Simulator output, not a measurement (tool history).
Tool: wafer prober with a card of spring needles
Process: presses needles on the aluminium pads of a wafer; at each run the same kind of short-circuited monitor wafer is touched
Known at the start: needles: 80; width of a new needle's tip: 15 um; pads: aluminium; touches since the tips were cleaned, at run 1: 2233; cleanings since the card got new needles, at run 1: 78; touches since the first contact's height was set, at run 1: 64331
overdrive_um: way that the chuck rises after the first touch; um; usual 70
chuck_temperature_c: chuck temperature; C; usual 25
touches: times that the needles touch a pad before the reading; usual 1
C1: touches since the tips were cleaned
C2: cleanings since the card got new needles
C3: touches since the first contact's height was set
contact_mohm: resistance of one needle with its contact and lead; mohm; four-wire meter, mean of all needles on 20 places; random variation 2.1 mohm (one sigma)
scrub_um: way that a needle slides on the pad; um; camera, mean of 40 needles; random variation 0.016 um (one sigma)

{"run": 1, "day": 0.0, "overdrive_um": 70, "chuck_temperature_c": 25, "touches": 1, "C1": 2233, "C2": 78, "C3": 64331, "contact_mohm": 234, "scrub_um": 11.98}
{"day": 0.533, "done": "tips cleaned on abrasive film"}
{"day": 1.421, "done": "tips cleaned on abrasive film"}
{"day": 2.308, "done": "tips cleaned on abrasive film"}
{"day": 3.196, "done": "tips cleaned on abrasive film"}
{"run": 2, "day": 3.704, "overdrive_um": 51, "chuck_temperature_c": 25, "touches": 1, "C1": 4595, "C2": 82, "C3": 97588, "contact_mohm": 236, "scrub_um": 8.72}
{"day": 4.062, "done": "tips cleaned on abrasive film"}
{"day": 4.95, "done": "tips cleaned on abrasive film"}
{"day": 5.829, "done": "tips cleaned on abrasive film"}
{"day": 6.712, "done": "tips cleaned on abrasive film"}
{"run": 3, "day": 7.183, "overdrive_um": 51, "chuck_temperature_c": 25, "touches": 1, "C1": 4244, "C2": 86, "C3": 128826, "contact_mohm": 237, "scrub_um": 8.79}
{"day": 7.542, "done": "tips cleaned on abrasive film"}
{"day": 7.908, "done": "height of the first contact set anew"}
{"day": 8.442, "done": "tips cleaned on abrasive film"}
{"run": 4, "day": 8.854, "overdrive_um": 70, "chuck_temperature_c": 25, "touches": 1, "C1": 3738, "C2": 88, "C3": 8515, "contact_mohm": 233, "scrub_um": 12.08}
{"day": 9.204, "done": "tips cleaned on abrasive film"}
{"day": 9.912, "done": "tips cleaned on abrasive film"}
{"run": 5, "day": 10.579, "overdrive_um": 70, "chuck_temperature_c": 25, "touches": 1, "C1": 6012, "C2": 90, "C3": 23987, "contact_mohm": 229, "scrub_um": 12.04}
{"day": 10.762, "done": "tips cleaned on abrasive film"}
{"day": 11.471, "done": "tips cleaned on abrasive film"}
{"day": 12.358, "done": "tips cleaned on abrasive film"}
{"day": 13.238, "done": "tips cleaned on abrasive film"}
{"day": 14.071, "done": "tips cleaned on abrasive film"}
{"run": 6, "day": 14.071, "overdrive_um": 70, "chuck_temperature_c": 25, "touches": 1, "C1": 0, "C2": 95, "C3": 55268, "contact_mohm": 231, "scrub_um": 12.09}
{"day": 14.958, "done": "tips cleaned on abrasive film"}
{"day": 15.667, "done": "tips cleaned on abrasive film"}
{"day": 16.554, "done": "tips cleaned on abrasive film"}
{"day": 17.442, "done": "tips cleaned on abrasive film"}
{"run": 7, "day": 18.004, "overdrive_um": 70, "chuck_temperature_c": 65, "touches": 1, "C1": 5068, "C2": 99, "C3": 90589, "contact_mohm": 241, "scrub_um": 12.08}
{"day": 18.183, "done": "tips cleaned on abrasive film"}
{"day": 19.067, "done": "tips cleaned on abrasive film"}
{"day": 19.954, "done": "tips cleaned on abrasive film"}
{"day": 20.838, "done": "tips cleaned on abrasive film"}
{"run": 8, "day": 20.896, "overdrive_um": 70, "chuck_temperature_c": 65, "touches": 1, "C1": 518, "C2": 103, "C3": 116537, "contact_mohm": 243, "scrub_um": 12.14}
{"day": 21.608, "done": "tips cleaned on abrasive film"}
{"day": 22.496, "done": "tips cleaned on abrasive film"}
{"day": 23.038, "done": "height of the first contact set anew"}
{"day": 23.388, "done": "tips cleaned on abrasive film"}
{"run": 9, "day": 23.762, "overdrive_um": 70, "chuck_temperature_c": 65, "touches": 1, "C1": 3384, "C2": 106, "C3": 6502, "contact_mohm": 240, "scrub_um": 12.13}
{"day": 24.112, "done": "tips cleaned on abrasive film"}
{"day": 24.821, "done": "tips cleaned on abrasive film"}
{"day": 25.708, "done": "tips cleaned on abrasive film"}
{"day": 26.596, "done": "tips cleaned on abrasive film"}
{"day": 27.483, "done": "tips cleaned on abrasive film"}
{"run": 10, "day": 27.725, "overdrive_um": 70, "chuck_temperature_c": 53, "touches": 1, "C1": 2184, "C2": 111, "C3": 42052, "contact_mohm": 239, "scrub_um": 12.19}
{"day": 28.258, "done": "tips cleaned on abrasive film"}
{"day": 29.129, "done": "tips cleaned on abrasive film"}
{"day": 30.017, "done": "tips cleaned on abrasive film"}
{"run": 11, "day": 30.092, "overdrive_um": 70, "chuck_temperature_c": 53, "touches": 1, "C1": 664, "C2": 114, "C3": 63285, "contact_mohm": 238, "scrub_um": 12.19}
{"day": 30.8, "done": "tips cleaned on abrasive film"}
{"day": 31.688, "done": "tips cleaned on abrasive film"}
{"day": 32.575, "done": "tips cleaned on abrasive film"}
{"day": 33.462, "done": "tips cleaned on abrasive film"}
{"run": 12, "day": 34.046, "overdrive_um": 68, "chuck_temperature_c": 25, "touches": 1, "C1": 5265, "C2": 118, "C3": 98797, "contact_mohm": 231, "scrub_um": 11.85}
{"day": 34.225, "done": "tips cleaned on abrasive film"}
{"day": 35.112, "done": "tips cleaned on abrasive film"}
{"day": 35.825, "done": "tips cleaned on abrasive film"}
{"day": 36.708, "done": "tips cleaned on abrasive film"}
{"run": 13, "day": 36.962, "overdrive_um": 59, "chuck_temperature_c": 83, "touches": 1, "C1": 2294, "C2": 122, "C3": 124974, "contact_mohm": 247, "scrub_um": 10.3}

Run 14 comes next. What will it give?
{"day": 37.5, "done": "tips cleaned on abrasive film"}
{"day": 38.217, "done": "height of the first contact set anew"}
{"day": 38.396, "done": "tips cleaned on abrasive film"}
{"run": 14, "day": 38.842, "overdrive_um": 65, "chuck_temperature_c": 107, "touches": 1, "C1": 4008, "C2": 124, "C3": 5600, "contact_mohm": "?", "scrub_um": "?"}

{"run 14": {"contact_mohm": 251, "scrub_um": 11.4}}
Without the tool's hidden state the same run would have given contact_mohm 251 mohm, scrub_um 11.14 um.
